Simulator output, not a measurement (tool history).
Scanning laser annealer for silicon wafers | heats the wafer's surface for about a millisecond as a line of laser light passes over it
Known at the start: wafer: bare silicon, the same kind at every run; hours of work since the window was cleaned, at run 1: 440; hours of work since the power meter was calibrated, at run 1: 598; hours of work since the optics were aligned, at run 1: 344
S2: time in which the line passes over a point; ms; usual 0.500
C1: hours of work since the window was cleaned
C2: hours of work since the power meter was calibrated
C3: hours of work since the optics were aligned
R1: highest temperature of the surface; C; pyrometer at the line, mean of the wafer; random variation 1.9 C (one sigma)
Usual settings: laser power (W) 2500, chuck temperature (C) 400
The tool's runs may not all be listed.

run 1 hour=0.0 | laser_power_(W)=2500 S2=0.500 chuck_temperature_(C)=400 | C1=440 C2=598 C3=344 | R1=1081
run 2 hour=53.1 | laser_power_(W)=2500 S2=0.500 chuck_temperature_(C)=400 | C1=465 C2=623 C3=370 | R1=1077
run 3 hour=97.8 | laser_power_(W)=2500 S2=0.418 chuck_temperature_(C)=400 | C1=487 C2=645 C3=391 | R1=1030
run 4 hour=120.9 | laser_power_(W)=2549 S2=0.500 chuck_temperature_(C)=400 | C1=498 C2=656 C3=403 | R1=1092
run 5 hour=143.6 | laser_power_(W)=2549 S2=0.500 chuck_temperature_(C)=400 | C1=510 C2=667 C3=414 | R1=1096
run 6 hour=169.8 | laser_power_(W)=2549 S2=0.500 chuck_temperature_(C)=400 | C1=522 C2=680 C3=426 | R1=1093
run 7 hour=212.4 | laser_power_(W)=2549 S2=0.500 chuck_temperature_(C)=400 | C1=543 C2=701 C3=447 | R1=1092
run 8 hour=245.4 | laser_power_(W)=2500 S2=0.500 chuck_temperature_(C)=400 | C1=559 C2=717 C3=463 | R1=1077
run 9 hour=274.0 | laser_power_(W)=2500 S2=0.500 chuck_temperature_(C)=400 | C1=573 C2=731 C3=477 | R1=1075
run 10 hour=310.2 | laser_power_(W)=2500 S2=0.500 chuck_temperature_(C)=400 | C1=591 C2=749 C3=495 | R1=1073
run 11 hour=350.4 | laser_power_(W)=2500 S2=0.500 chuck_temperature_(C)=400 | C1=610 C2=768 C3=514 | R1=1071
run 12 hour=394.4 | laser_power_(W)=2500 S2=0.500 chuck_temperature_(C)=400 | C1=632 C2=789 C3=536 | R1=1071
run 13 hour=426.9 | laser_power_(W)=2500 S2=0.500 chuck_temperature_(C)=400 | C1=647 C2=805 C3=552 | R1=1074
run 14 hour=466.6 | laser_power_(W)=2500 S2=0.500 chuck_temperature_(C)=400 | C1=667 C2=825 C3=571 | R1=1071
run 15 hour=514.5 | laser_power_(W)=2500 S2=0.500 chuck_temperature_(C)=400 | C1=690 C2=848 C3=594 | R1=1070
run 16 hour=559.5 | laser_power_(W)=2500 S2=0.500 chuck_temperature_(C)=400 | C1=712 C2=870 C3=616 | R1=1071
run 17 hour=591.5 | laser_power_(W)=2500 S2=0.500 chuck_temperature_(C)=400 | C1=727 C2=885 C3=632 | R1=1067
run 18 hour=616.4 | laser_power_(W)=2165 S2=0.500 chuck_temperature_(C)=400 | C1=740 C2=898 C3=644 | R1=958
run 19 hour=663.5 | laser_power_(W)=2165 S2=0.500 chuck_temperature_(C)=400 | C1=762 C2=920 C3=667 | R1=960
run 20 hour=686.2 | laser_power_(W)=2165 S2=0.567 chuck_temperature_(C)=400 | C1=773 C2=931 C3=678 | R1=990
run 21 hour=734.3 | laser_power_(W)=2165 S2=0.567 chuck_temperature_(C)=400 | C1=797 C2=955 C3=701 | R1=988
run 22 hour=768.1 | laser_power_(W)=2657 S2=0.484 chuck_temperature_(C)=368 | C1=813 C2=971 C3=718 | R1=1074
run 23 hour=816.0 | laser_power_(W)=2255 S2=0.465 chuck_temperature_(C)=398 | C1=837 C2=995 C3=741 | R1=967
run 24 hour=850.0 | laser_power_(W)=2564 S2=0.457 chuck_temperature_(C)=430 | C1=853 C2=1011 C3=757 | R1=1086
run 25 hour=897.6 | laser_power_(W)=2192 S2=0.500 chuck_temperature_(C)=371 | C1=876 C2=1034 C3=781 | R1=932
-- hour=940.7 window over the wafer cleaned
run 26 hour=950.2 | laser_power_(W)=2192 S2=0.500 chuck_temperature_(C)=371 | C1=5 C2=1059 C3=805 | R1=954
run 27 hour=1000.7 | laser_power_(W)=2192 S2=0.427 chuck_temperature_(C)=372 | C1=29 C2=1083 C3=830 | R1=916
run 28 hour=1044.1 | laser_power_(W)=2371 S2=0.500 chuck_temperature_(C)=400 | C1=50 C2=1105 C3=851 | R1=1041
run 29 hour=1082.4 | laser_power_(W)=2371 S2=0.500 chuck_temperature_(C)=386 | C1=69 C2=1123 C3=870 | R1=1024
run 30 hour=1106.9 | laser_power_(W)=2285 S2=0.581 chuck_temperature_(C)=425 | C1=81 C2=1135 C3=881 | R1=1078
run 31 hour=1155.4 | laser_power_(W)=2500 S2=0.379 chuck_temperature_(C)=413 | C1=104 C2=1159 C3=905 | R1=1020
run 32 hour=1188.3 | laser_power_(W)=2671 S2=0.430 chuck_temperature_(C)=413 | C1=120 C2=1175 C3=921 | R1=1102
run 33 hour=1213.6 | laser_power_(W)=2255 S2=0.352 chuck_temperature_(C)=428 | C1=133 C2=1187 C3=933 | R1=942
run 34 hour=1261.1 | laser_power_(W)=2500 S2=0.500 chuck_temperature_(C)=396 | C1=156 C2=1210 C3=956 | R1=1074
run 35 hour=1306.9 | laser_power_(W)=2623 S2=0.585 chuck_temperature_(C)=423 | C1=178 C2=1232 C3=979 | R1=1190
run 36 hour=1332.1 | laser_power_(W)=2500 S2=0.578 chuck_temperature_(C)=375 | C1=190 C2=1245 C3=991 | R1=1093
run 37 hour=1378.1 | laser_power_(W)=2576 S2=0.578 chuck_temperature_(C)=375 | C1=213 C2=1267 C3=1013 | R1=1121
run 38 hour=1423.4 | laser_power_(W)=2227 S2=0.421 chuck_temperature_(C)=389 | C1=235 C2=1289 C3=1035 | R1=933
run 39 hour=1461.4 | laser_power_(W)=2410 S2=0.421 chuck_temperature_(C)=385 | C1=253 C2=1308 C3=1054 | R1=981
run 40 hour=1487.1 | laser_power_(W)=2410 S2=0.421 chuck_temperature_(C)=385 | C1=266 C2=1320 C3=1066 | R1=981

How the hidden state differs across the entries between the runs, from the last listed run before each to the first after it:
Between runs 25 and 26: window over the wafer cleaned (hour 940.7)
  light that passes the window, % of a clean one's: 97.03 -> 99.97; width of the line over the set one, %: 2.31 -> 2.38
  measured less the result without the state, R1: -36 -> -14 C

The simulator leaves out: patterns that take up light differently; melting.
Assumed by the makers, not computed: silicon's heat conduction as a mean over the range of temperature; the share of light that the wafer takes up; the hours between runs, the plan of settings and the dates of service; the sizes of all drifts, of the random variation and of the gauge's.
